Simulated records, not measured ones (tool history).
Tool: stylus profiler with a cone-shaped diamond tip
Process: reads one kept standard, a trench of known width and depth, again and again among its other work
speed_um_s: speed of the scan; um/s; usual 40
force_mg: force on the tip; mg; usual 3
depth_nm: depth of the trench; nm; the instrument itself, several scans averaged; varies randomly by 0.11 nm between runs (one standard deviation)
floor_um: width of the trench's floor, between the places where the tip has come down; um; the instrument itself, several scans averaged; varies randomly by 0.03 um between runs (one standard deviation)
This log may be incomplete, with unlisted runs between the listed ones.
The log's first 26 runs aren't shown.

run,hour,speed_um_s,force_mg,scans with this tip,hours of work since the height scale was calibrated,depth_nm,floor_um
27,790.1,23,5.44,7091,528,203.08,47.65
28,827.4,140,6.17,7302,543,203.33,47.2
29,852.4,25,6.28,7444,554,203.06,47.66
30,891.5,30,1.41,7665,570,201.34,47.49
31,926.1,30,1.41,7860,585,201.67,47.48
32,952.3,30,1.41,8009,596,201.42,47.48
33,991.2,26,6.12,8228,612,203.23,47.57
34,1018.6,26,6.12,8383,624,203.34,47.57
35,1040,26,2.25,8504,633,202.06,47.49
36,1063.5,21,8.17,8637,643,203.96,47.61
37,1089.5,40,8.68,8784,654,204,47.55
38,1127.6,40,8.68,9000,670,203.89,47.49
39,1146.1,52,4.66,9104,677,202.78,47.44
40,1178.1,52,7.11,9285,691,203.69,47.43
41,1207.3,39,3.52,9451,703,202.59,47.4
42,1245.5,39,3.52,9666,719,202.65,47.43
43,1273.8,39,3.52,9827,731,202.62,47.45
44,1313.3,51,2.27,10050,748,202.01,47.32
45,1344.1,51,2.27,10224,761,202.09,47.29
46,1383.3,51,2.27,10446,777,202.15,47.27

Forecast each of these 4 alternatives for the next run:
A,1408.1,33,3,10586,788,?,?
B,1408.1,40,4.02,10586,788,?,?
C,1408.1,35,3.05,10586,788,?,?
D,1408.1,94,2.27,10586,788,?,?

run,depth_nm,floor_um
A,202.45,47.39
B,202.83,47.33
C,202.46,47.34
D,201.99,46.98
What these runs would have given with no unlogged condition in the tool:
run,depth_nm,floor_um
A,201.74,47.86
B,202.12,47.8
C,201.75,47.81
D,201.28,47.45
